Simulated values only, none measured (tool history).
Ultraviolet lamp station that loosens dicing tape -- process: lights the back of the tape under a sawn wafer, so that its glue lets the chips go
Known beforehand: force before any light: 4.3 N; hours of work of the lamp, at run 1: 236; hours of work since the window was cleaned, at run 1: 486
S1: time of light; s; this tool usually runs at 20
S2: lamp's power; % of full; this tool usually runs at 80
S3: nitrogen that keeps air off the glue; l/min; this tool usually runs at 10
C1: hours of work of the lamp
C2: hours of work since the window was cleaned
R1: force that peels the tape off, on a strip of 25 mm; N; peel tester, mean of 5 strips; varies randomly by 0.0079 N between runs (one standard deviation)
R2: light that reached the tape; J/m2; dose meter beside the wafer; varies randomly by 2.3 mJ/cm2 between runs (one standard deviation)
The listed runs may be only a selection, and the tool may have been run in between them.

{"run": 1, "hour": 0.0, "S1": 20, "S2": 80, "S3": 10, "C1": 236, "C2": 486, "R1": 0.294, "R2": 2340}
{"run": 2, "hour": 21.6, "S1": 27, "S2": 80, "S3": 10, "C1": 248, "C2": 498, "R1": 0.154, "R2": 3180}
{"hour": 42.7, "done": "window cleaned of glue's vapour"}
{"run": 3, "hour": 42.7, "S1": 27, "S2": 80, "S3": 9, "C1": 260, "C2": 0, "R1": 0.166, "R2": 3200}
{"run": 4, "hour": 57.7, "S1": 27, "S2": 80, "S3": 9, "C1": 268, "C2": 8, "R1": 0.179, "R2": 3200}
{"run": 5, "hour": 70.4, "S1": 20, "S2": 80, "S3": 10, "C1": 275, "C2": 16, "R1": 0.294, "R2": 2340}
{"run": 6, "hour": 80.9, "S1": 20, "S2": 80, "S3": 10, "C1": 281, "C2": 22, "R1": 0.302, "R2": 2330}
{"run": 7, "hour": 100.1, "S1": 20, "S2": 80, "S3": 10, "C1": 292, "C2": 32, "R1": 0.307, "R2": 2390}
{"run": 8, "hour": 111.2, "S1": 20, "S2": 80, "S3": 10, "C1": 298, "C2": 39, "R1": 0.289, "R2": 2370}
{"run": 9, "hour": 122.5, "S1": 20, "S2": 80, "S3": 10, "C1": 305, "C2": 45, "R1": 0.294, "R2": 2400}
{"run": 10, "hour": 141.4, "S1": 20, "S2": 80, "S3": 10, "C1": 315, "C2": 56, "R1": 0.304, "R2": 2420}
{"run": 11, "hour": 163.2, "S1": 20, "S2": 84, "S3": 10, "C1": 328, "C2": 68, "R1": 0.278, "R2": 2510}
{"run": 12, "hour": 179.3, "S1": 20, "S2": 84, "S3": 10, "C1": 337, "C2": 77, "R1": 0.284, "R2": 2500}
{"run": 13, "hour": 194.1, "S1": 20, "S2": 84, "S3": 10, "C1": 345, "C2": 86, "R1": 0.268, "R2": 2480}
{"run": 14, "hour": 209.0, "S1": 20, "S2": 80, "S3": 10, "C1": 354, "C2": 94, "R1": 0.304, "R2": 2350}
{"run": 15, "hour": 219.0, "S1": 20, "S2": 80, "S3": 10, "C1": 359, "C2": 100, "R1": 0.3, "R2": 2340}
{"run": 16, "hour": 235.0, "S1": 20, "S2": 80, "S3": 10, "C1": 368, "C2": 109, "R1": 0.297, "R2": 2390}
{"run": 17, "hour": 245.6, "S1": 28, "S2": 80, "S3": 10, "C1": 374, "C2": 115, "R1": 0.143, "R2": 3350}
{"run": 18, "hour": 264.5, "S1": 20, "S2": 80, "S3": 10, "C1": 385, "C2": 125, "R1": 0.298, "R2": 2350}
{"run": 19, "hour": 278.8, "S1": 20, "S2": 80, "S3": 10, "C1": 393, "C2": 133, "R1": 0.315, "R2": 2350}
{"run": 20, "hour": 288.3, "S1": 20, "S2": 80, "S3": 10, "C1": 398, "C2": 139, "R1": 0.303, "R2": 2360}
{"run": 21, "hour": 301.4, "S1": 20, "S2": 80, "S3": 10, "C1": 406, "C2": 146, "R1": 0.305, "R2": 2370}
{"run": 22, "hour": 316.4, "S1": 20, "S2": 80, "S3": 10, "C1": 414, "C2": 155, "R1": 0.292, "R2": 2380}
{"run": 23, "hour": 336.3, "S1": 20, "S2": 63, "S3": 5, "C1": 425, "C2": 166, "R1": 0.746, "R2": 1930}
{"run": 24, "hour": 356.9, "S1": 20, "S2": 63, "S3": 5, "C1": 437, "C2": 177, "R1": 0.748, "R2": 1860}
{"run": 25, "hour": 374.9, "S1": 20, "S2": 63, "S3": 5, "C1": 447, "C2": 188, "R1": 0.765, "R2": 1850}
{"run": 26, "hour": 392.3, "S1": 15, "S2": 96, "S3": 5, "C1": 457, "C2": 197, "R1": 0.579, "R2": 2150}
{"run": 27, "hour": 406.1, "S1": 15, "S2": 95, "S3": 10, "C1": 465, "C2": 205, "R1": 0.4, "R2": 2100}
{"run": 28, "hour": 416.3, "S1": 14, "S2": 84, "S3": 10, "C1": 471, "C2": 211, "R1": 0.579, "R2": 1760}
{"run": 29, "hour": 438.4, "S1": 28, "S2": 85, "S3": 10, "C1": 483, "C2": 223, "R1": 0.13, "R2": 3560}
{"run": 30, "hour": 451.5, "S1": 12, "S2": 69, "S3": 11, "C1": 491, "C2": 231, "R1": 0.943, "R2": 1230}
{"run": 31, "hour": 465.8, "S1": 20, "S2": 89, "S3": 13, "C1": 499, "C2": 239, "R1": 0.207, "R2": 2680}
{"run": 32, "hour": 480.1, "S1": 20, "S2": 97, "S3": 14, "C1": 507, "C2": 247, "R1": 0.163, "R2": 2860}
{"run": 33, "hour": 494.2, "S1": 19, "S2": 80, "S3": 11, "C1": 515, "C2": 255, "R1": 0.32, "R2": 2250}
{"run": 34, "hour": 504.7, "S1": 27, "S2": 73, "S3": 9, "C1": 521, "C2": 261, "R1": 0.205, "R2": 2900}
{"run": 35, "hour": 527.4, "S1": 27, "S2": 73, "S3": 9, "C1": 533, "C2": 274, "R1": 0.203, "R2": 2900}
{"run": 36, "hour": 546.2, "S1": 27, "S2": 73, "S3": 9, "C1": 544, "C2": 284, "R1": 0.212, "R2": 2880}
{"run": 37, "hour": 561.6, "S1": 20, "S2": 74, "S3": 15, "C1": 553, "C2": 293, "R1": 0.278, "R2": 2180}
{"run": 38, "hour": 572.8, "S1": 20, "S2": 77, "S3": 3, "C1": 559, "C2": 299, "R1": 0.705, "R2": 2300}
{"run": 39, "hour": 586.8, "S1": 20, "S2": 80, "S3": 15, "C1": 567, "C2": 307, "R1": 0.236, "R2": 2360}
{"run": 40, "hour": 596.3, "S1": 39, "S2": 81, "S3": 15, "C1": 572, "C2": 313, "R1": 0.089, "R2": 4680}
{"run": 41, "hour": 608.6, "S1": 30, "S2": 61, "S3": 9, "C1": 579, "C2": 320, "R1": 0.249, "R2": 2680}
{"run": 42, "hour": 628.9, "S1": 30, "S2": 61, "S3": 9, "C1": 591, "C2": 331, "R1": 0.238, "R2": 2700}
{"run": 43, "hour": 648.9, "S1": 30, "S2": 61, "S3": 9, "C1": 602, "C2": 342, "R1": 0.229, "R2": 2690}

How the hidden state differs across the entries between the runs, from the last listed run before each to the first after it:
Runs 2 to 3: window cleaned of glue's vapour (hour 42.7)
  light that the window lets through, % of a clean one's: 99.9 -> 100
